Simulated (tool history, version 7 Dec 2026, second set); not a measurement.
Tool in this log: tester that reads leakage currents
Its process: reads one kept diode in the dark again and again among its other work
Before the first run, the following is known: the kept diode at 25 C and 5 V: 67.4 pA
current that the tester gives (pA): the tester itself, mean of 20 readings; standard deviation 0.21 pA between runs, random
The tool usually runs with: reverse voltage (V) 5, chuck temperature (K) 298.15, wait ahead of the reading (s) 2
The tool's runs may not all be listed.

run	hour	reverse voltage (V)	chuck temperature (K)	wait ahead of the reading (s)	current that the tester gives (pA)
1	0	5	298.15	2	70.76
2	117.5	5	298.15	2	70
3	186.1	5	298.15	2	69.01
4	259	5	298.15	2	68.5
5	320.3	5	298.15	2	67.81
6	390.3	5	298.15	2	67.11
# hour 459: chuck's temperature calibrated
7	476.1	5	298.15	2	77.22
8	571.8	5	298.15	2	76.24
# hour 613.8: probe card cleaned and baked
9	660.9	5	298.15	2	64.88
10	737.1	5	298.15	2	63.96
11	795.8	5	298.15	2	63.51
12	897.7	5	298.15	0.48	65.34
13	993.5	5	324.15	2	631.76
14	1113.1	5	324.15	2	619.04
15	1213.6	5.1	333.15	2.61	1269.98
# hour 1221.8: tester calibrated
16	1294.8	2.77	304.15	0.5	85.98
# hour 1339.9: chuck's temperature calibrated
17	1382.2	2.77	304.15	0.5	100.98
18	1458.9	2.77	304.15	0.5	98.83
# hour 1520.6: tester calibrated, once more
19	1520.6	2.77	320.15	0.87	399.87
20	1573.6	5	302.15	8.47	98.5
21	1630.4	17.35	322.15	2	848.05
22	1716.8	4.36	303.15	0.53	103.03

What does the tool deliver on the next run?
23	1797	4.36	303.15	0.53	?

Run 23 gave current that the tester gives (pA) 101.21.
Without the tool's hidden state the same run would have given current that the tester gives (pA) 107.58.

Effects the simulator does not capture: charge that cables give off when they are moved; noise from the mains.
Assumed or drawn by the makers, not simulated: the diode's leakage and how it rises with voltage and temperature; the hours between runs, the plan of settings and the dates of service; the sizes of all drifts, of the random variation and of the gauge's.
